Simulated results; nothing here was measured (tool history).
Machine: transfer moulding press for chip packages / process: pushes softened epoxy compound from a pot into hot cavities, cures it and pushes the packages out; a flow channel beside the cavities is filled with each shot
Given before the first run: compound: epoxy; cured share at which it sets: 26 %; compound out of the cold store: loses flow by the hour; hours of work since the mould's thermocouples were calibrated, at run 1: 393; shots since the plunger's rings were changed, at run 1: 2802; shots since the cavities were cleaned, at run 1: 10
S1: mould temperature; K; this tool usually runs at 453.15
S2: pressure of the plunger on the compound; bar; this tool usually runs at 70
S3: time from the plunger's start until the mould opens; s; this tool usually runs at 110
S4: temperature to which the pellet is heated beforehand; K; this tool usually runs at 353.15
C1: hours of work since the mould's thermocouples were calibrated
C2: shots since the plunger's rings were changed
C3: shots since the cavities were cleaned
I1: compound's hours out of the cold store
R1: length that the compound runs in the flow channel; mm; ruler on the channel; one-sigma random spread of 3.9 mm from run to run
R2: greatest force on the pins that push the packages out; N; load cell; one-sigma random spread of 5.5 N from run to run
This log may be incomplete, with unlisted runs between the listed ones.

run    hour      S1    S2   S3      S4   C1    C2   C3    I1   R1   R2
  1       0  453.15    70  110  353.15  393  2802   10  21.2  910  189
  2    47.8  453.15    70  110  353.15  421  3238  446  23.5  905  276
       72.4  -- cavities cleaned with cleaning compound and waxed
  3    86.5  453.15    70  110  353.15  443  3578  128  40.3  849  206
  4   143.2  453.15    70  110  353.15  476  4097  647  27.1  880  273
        152  -- cavities cleaned with cleaning compound and waxed
  5   202.4  453.15    70  110  353.15  510  4625  461  21.2  901  275
      230.4  -- cavities cleaned with cleaning compound and waxed
      273.3  -- plunger's sealing rings changed
  6   285.9  453.15    70  110  353.15  557   116  485  34.9  891  268
      313.8  -- mould's thermocouples calibrated
      315.3  -- cavities cleaned with cleaning compound and waxed
  7   359.4  453.15    70  110  353.15   26   756  404  19.1  949  268
      388.8  -- cavities cleaned with cleaning compound and waxed
  8   417.2  453.15    70  110  353.15   59  1271  260  18.7  939  252
      463.6  -- cavities cleaned with cleaning compound and waxed
  9     479  453.15    70  102  353.15   95  1822  140  31.8  886  222
 10     518  453.15    70  102  353.15  118  2179  497  12.5  965  300
      540.1  -- cavities cleaned with cleaning compound and waxed
 11   581.3  453.15    70  102  353.15  154  2744  377   9.5  969  283
      615.9  -- cavities cleaned with cleaning compound and waxed
 12   621.2  453.15    70  102  353.15  177  3095   48  43.7  837  211
        691  -- cavities cleaned with cleaning compound and waxed
 13   696.5  453.15    70  102  353.15  220  3770   51  41.2  839  206
 14     752  446.15  54.1   92  353.15  253  4278  559  16.8  828  533
      767.8  -- cavities cleaned with cleaning compound and waxed
 15   837.1  446.15  54.1   92  353.15  302  5042  634  35.9  762  525
      842.4  -- cavities cleaned with cleaning compound and waxed
      860.9  -- plunger's sealing rings changed
 16   879.5  446.15  54.1   92  353.15  325   170  316  24.3  839  468
      920.3  -- cavities cleaned with cleaning compound and waxed
 17   954.3  446.15  54.1   92  353.15  368   840  310  11.8  878  461
      995.4  -- cavities cleaned with cleaning compound and waxed
 18  1025.1  450.15    59  130  359.15  409  1474  271  36.9  811  226

Expected results for the next run?
     1070.8  -- cavities cleaned with cleaning compound and waxed
 19  1075  453.15  61.6  110  354.15  438  1917  39  32.8   ?   ?

{"run 19": {"R1": 825, "R2": 187}}
Had the tool carried no hidden state, the very same run would have given R1 844 mm, R2 180 N.

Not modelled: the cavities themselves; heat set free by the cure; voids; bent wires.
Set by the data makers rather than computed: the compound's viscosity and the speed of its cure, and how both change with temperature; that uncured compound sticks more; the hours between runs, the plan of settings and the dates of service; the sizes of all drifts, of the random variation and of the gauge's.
